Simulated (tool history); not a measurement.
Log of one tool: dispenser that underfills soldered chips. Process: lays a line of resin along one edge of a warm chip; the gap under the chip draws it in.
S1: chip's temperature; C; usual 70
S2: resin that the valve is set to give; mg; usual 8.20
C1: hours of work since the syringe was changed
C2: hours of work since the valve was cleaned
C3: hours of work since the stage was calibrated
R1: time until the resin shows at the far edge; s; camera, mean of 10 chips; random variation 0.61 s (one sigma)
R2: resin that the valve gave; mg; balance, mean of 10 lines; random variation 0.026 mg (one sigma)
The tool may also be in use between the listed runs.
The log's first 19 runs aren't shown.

{"run": 20, "hour": 107.2, "S1": 69, "S2": 9.34, "C1": 8, "C2": 54, "C3": 158, "R1": 83.7, "R2": 9.2}
{"hour": 108.0, "done": "new syringe of resin"}
{"run": 21, "hour": 111.1, "S1": 69, "S2": 9.34, "C1": 2, "C2": 56, "C3": 160, "R1": 58.6, "R2": 9.17}
{"run": 22, "hour": 117.2, "S1": 69, "S2": 9.34, "C1": 6, "C2": 60, "C3": 164, "R1": 76.3, "R2": 9.15}
{"hour": 121.3, "done": "new syringe of resin"}
{"run": 23, "hour": 124.9, "S1": 69, "S2": 9.34, "C1": 2, "C2": 65, "C3": 168, "R1": 61.9, "R2": 9.15}
{"run": 24, "hour": 130.2, "S1": 68, "S2": 9.34, "C1": 5, "C2": 68, "C3": 171, "R1": 80.5, "R2": 9.09}
{"hour": 135.0, "done": "new syringe of resin"}
{"run": 25, "hour": 137.7, "S1": 70, "S2": 9.34, "C1": 2, "C2": 72, "C3": 176, "R1": 54.8, "R2": 9.15}
{"run": 26, "hour": 141.3, "S1": 63, "S2": 9.11, "C1": 4, "C2": 74, "C3": 178, "R1": 92.6, "R2": 8.88}
{"run": 27, "hour": 147.0, "S1": 63, "S2": 9.11, "C1": 7, "C2": 78, "C3": 181, "R1": 113.4, "R2": 8.86}
{"hour": 148.4, "done": "new syringe of resin"}
{"run": 28, "hour": 153.9, "S1": 71, "S2": 10.62, "C1": 3, "C2": 82, "C3": 185, "R1": 58.6, "R2": 10.31}
{"run": 29, "hour": 157.3, "S1": 61, "S2": 7.51, "C1": 5, "C2": 84, "C3": 188, "R1": 116.8, "R2": 7.33}
{"hour": 161.9, "done": "new syringe of resin"}
{"run": 30, "hour": 163.5, "S1": 60, "S2": 7.51, "C1": 1, "C2": 87, "C3": 191, "R1": 94.0, "R2": 7.27}
{"run": 31, "hour": 167.4, "S1": 72, "S2": 10.19, "C1": 3, "C2": 90, "C3": 193, "R1": 55.3, "R2": 9.94}
{"run": 32, "hour": 171.8, "S1": 58, "S2": 7.04, "C1": 6, "C2": 92, "C3": 196, "R1": 148.2, "R2": 6.82}
{"hour": 175.0, "done": "new syringe of resin"}
{"run": 33, "hour": 180.4, "S1": 62, "S2": 10.58, "C1": 3, "C2": 97, "C3": 201, "R1": 91.1, "R2": 10.29}
{"run": 34, "hour": 185.1, "S1": 62, "S2": 10.58, "C1": 6, "C2": 100, "C3": 204, "R1": 110.7, "R2": 10.21}
{"hour": 188.6, "done": "new syringe of resin"}
{"run": 35, "hour": 192.9, "S1": 74, "S2": 7.98, "C1": 3, "C2": 105, "C3": 209, "R1": 50.5, "R2": 7.7}
{"run": 36, "hour": 196.8, "S1": 58, "S2": 10.46, "C1": 5, "C2": 107, "C3": 211, "R1": 132.3, "R2": 10.09}
{"run": 37, "hour": 201.0, "S1": 82, "S2": 10.61, "C1": 8, "C2": 110, "C3": 213, "R1": 44.4, "R2": 10.22}

Forecast each of these 3 alternatives for the next run:
{"hour": 201.9, "done": "new syringe of resin"}
{"run": "A", "hour": 209.4, "S1": 82, "S2": 7.07, "C1": 5, "C2": 115, "C3": 218, "R1": "?", "R2": "?"}
{"hour": 201.9, "done": "new syringe of resin"}
{"run": "B", "hour": 209.4, "S1": 75, "S2": 9.64, "C1": 5, "C2": 115, "C3": 218, "R1": "?", "R2": "?"}
{"hour": 201.9, "done": "new syringe of resin"}
{"run": "C", "hour": 209.4, "S1": 68, "S2": 10.61, "C1": 5, "C2": 115, "C3": 218, "R1": "?", "R2": "?"}

run=A R1=39.4 R2=6.83
run=B R1=50.9 R2=9.25
run=C R1=72.8 R2=10.21
Without the tool's hidden state the same runs would have given:
run=A R1=30.6 R2=7.10
run=B R1=39.8 R2=9.61
run=C R1=57.4 R2=10.61
